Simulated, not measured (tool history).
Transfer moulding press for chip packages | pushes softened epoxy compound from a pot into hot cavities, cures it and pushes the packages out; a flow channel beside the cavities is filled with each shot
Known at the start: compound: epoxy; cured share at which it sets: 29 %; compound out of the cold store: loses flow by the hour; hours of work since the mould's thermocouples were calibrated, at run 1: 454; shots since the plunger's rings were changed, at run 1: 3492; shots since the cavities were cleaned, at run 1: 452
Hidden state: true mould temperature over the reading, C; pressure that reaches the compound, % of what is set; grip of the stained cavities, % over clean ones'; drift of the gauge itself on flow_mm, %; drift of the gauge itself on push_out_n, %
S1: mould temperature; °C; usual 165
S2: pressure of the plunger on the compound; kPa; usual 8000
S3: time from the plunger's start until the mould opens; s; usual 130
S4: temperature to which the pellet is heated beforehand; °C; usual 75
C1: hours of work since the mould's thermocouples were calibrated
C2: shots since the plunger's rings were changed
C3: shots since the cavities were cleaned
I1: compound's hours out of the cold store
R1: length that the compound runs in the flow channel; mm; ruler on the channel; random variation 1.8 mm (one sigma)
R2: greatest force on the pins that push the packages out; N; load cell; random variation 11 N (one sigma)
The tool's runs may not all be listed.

{"run": 1, "hour": 0.0, "S1": 165, "S2": 8000, "S3": 130, "S4": 75, "C1": 454, "C2": 3492, "C3": 452, "I1": 44.6, "R1": 687, "R2": 660}
{"run": 2, "hour": 17.3, "S1": 165, "S2": 8000, "S3": 130, "S4": 75, "C1": 463, "C2": 3620, "C3": 580, "I1": 35.3, "R1": 715, "R2": 723}
{"hour": 33.7, "done": "cavities cleaned with cleaning compound and waxed"}
{"run": 3, "hour": 34.3, "S1": 165, "S2": 8000, "S3": 130, "S4": 75, "C1": 472, "C2": 3734, "C3": 5, "I1": 33.3, "R1": 725, "R2": 475}
{"run": 4, "hour": 48.4, "S1": 165, "S2": 8000, "S3": 130, "S4": 75, "C1": 479, "C2": 3838, "C3": 109, "I1": 29.1, "R1": 738, "R2": 520}
{"run": 5, "hour": 70.3, "S1": 165, "S2": 8000, "S3": 167, "S4": 75, "C1": 491, "C2": 3999, "C3": 270, "I1": 25.9, "R1": 745, "R2": 540}
{"run": 6, "hour": 88.9, "S1": 165, "S2": 8000, "S3": 167, "S4": 75, "C1": 501, "C2": 4136, "C3": 407, "I1": 37.8, "R1": 705, "R2": 589}
{"run": 7, "hour": 109.7, "S1": 165, "S2": 8000, "S3": 167, "S4": 75, "C1": 512, "C2": 4289, "C3": 560, "I1": 36.7, "R1": 709, "R2": 612}
{"hour": 120.0, "done": "plunger's sealing rings changed"}
{"hour": 132.5, "done": "cavities cleaned with cleaning compound and waxed"}
{"run": 8, "hour": 136.1, "S1": 165, "S2": 8000, "S3": 167, "S4": 75, "C1": 524, "C2": 107, "C3": 26, "I1": 25.0, "R1": 772, "R2": 425}
{"run": 9, "hour": 148.3, "S1": 165, "S2": 8000, "S3": 167, "S4": 75, "C1": 530, "C2": 197, "C3": 116, "I1": 20.4, "R1": 788, "R2": 492}
{"run": 10, "hour": 162.8, "S1": 165, "S2": 8000, "S3": 130, "S4": 78, "C1": 538, "C2": 304, "C3": 223, "I1": 8.0, "R1": 837, "R2": 632}
{"run": 11, "hour": 180.3, "S1": 165, "S2": 8000, "S3": 130, "S4": 78, "C1": 547, "C2": 432, "C3": 351, "I1": 24.4, "R1": 770, "R2": 661}
{"run": 12, "hour": 200.4, "S1": 165, "S2": 8000, "S3": 130, "S4": 78, "C1": 558, "C2": 580, "C3": 499, "I1": 28.6, "R1": 756, "R2": 703}
{"run": 13, "hour": 224.4, "S1": 161, "S2": 8770, "S3": 130, "S4": 75, "C1": 571, "C2": 757, "C3": 676, "I1": 39.2, "R1": 762, "R2": 909}
{"hour": 228.0, "done": "cavities cleaned with cleaning compound and waxed"}
{"run": 14, "hour": 248.6, "S1": 161, "S2": 8770, "S3": 130, "S4": 75, "C1": 583, "C2": 924, "C3": 152, "I1": 39.1, "R1": 759, "R2": 700}
{"run": 15, "hour": 267.9, "S1": 161, "S2": 8770, "S3": 130, "S4": 75, "C1": 593, "C2": 1067, "C3": 295, "I1": 28.1, "R1": 801, "R2": 789}
{"run": 16, "hour": 280.2, "S1": 172, "S2": 6870, "S3": 130, "S4": 75, "C1": 600, "C2": 1157, "C3": 385, "I1": 46.2, "R1": 622, "R2": 565}
{"run": 17, "hour": 299.2, "S1": 172, "S2": 6870, "S3": 130, "S4": 75, "C1": 610, "C2": 1297, "C3": 525, "I1": 30.2, "R1": 669, "R2": 596}
{"run": 18, "hour": 318.1, "S1": 172, "S2": 6870, "S3": 130, "S4": 75, "C1": 620, "C2": 1436, "C3": 664, "I1": 11.7, "R1": 734, "R2": 622}
{"hour": 323.5, "done": "cavities cleaned with cleaning compound and waxed"}
{"run": 19, "hour": 337.6, "S1": 172, "S2": 6870, "S3": 130, "S4": 75, "C1": 630, "C2": 1569, "C3": 104, "I1": 36.4, "R1": 648, "R2": 448}
{"run": 20, "hour": 352.1, "S1": 172, "S2": 6870, "S3": 130, "S4": 75, "C1": 638, "C2": 1675, "C3": 210, "I1": 29.4, "R1": 671, "R2": 511}
{"run": 21, "hour": 371.7, "S1": 172, "S2": 6870, "S3": 130, "S4": 75, "C1": 648, "C2": 1820, "C3": 355, "I1": 44.1, "R1": 626, "R2": 576}

How the hidden state differs across the entries between the runs, from the last listed run before each to the first after it:
Between runs 2 and 3: cavities cleaned with cleaning compound and waxed (hour 33.7)
  true mould temperature over the reading, C: 1.18 -> 1.2; pressure that reaches the compound, % of what is set: 95.19 -> 95.05; grip of the stained cavities, % over clean ones': 53.1 -> 2.2
  measured less the result without the state, R1: -21 -> -22 mm; R2: +224 -> -18 N
Between runs 7 and 8: plunger's sealing rings changed (hour 120.0); cavities cleaned with cleaning compound and waxed (hour 132.5)
  true mould temperature over the reading, C: 1.28 -> 1.31; pressure that reaches the compound, % of what is set: 94.37 -> 99.46; grip of the stained cavities, % over clean ones': 51.6 -> 5.6
  measured less the result without the state, R1: -25 -> -6 mm; R2: +201 -> +16 N
Between runs 13 and 14: cavities cleaned with cleaning compound and waxed (hour 228.0)
  true mould temperature over the reading, C: 1.4 -> 1.42; pressure that reaches the compound, % of what is set: 98.63 -> 98.44; grip of the stained cavities, % over clean ones': 57.7 -> 20.6
  measured less the result without the state, R1: -10 -> -11 mm; R2: +271 -> +57 N
Between runs 18 and 19: cavities cleaned with cleaning compound and waxed (hour 323.5)
  true mould temperature over the reading, C: 1.49 -> 1.51; pressure that reaches the compound, % of what is set: 97.81 -> 97.63; grip of the stained cavities, % over clean ones': 56.2 -> 15.2
  measured less the result without the state, R1: -12 -> -11 mm; R2: +217 -> +53 N
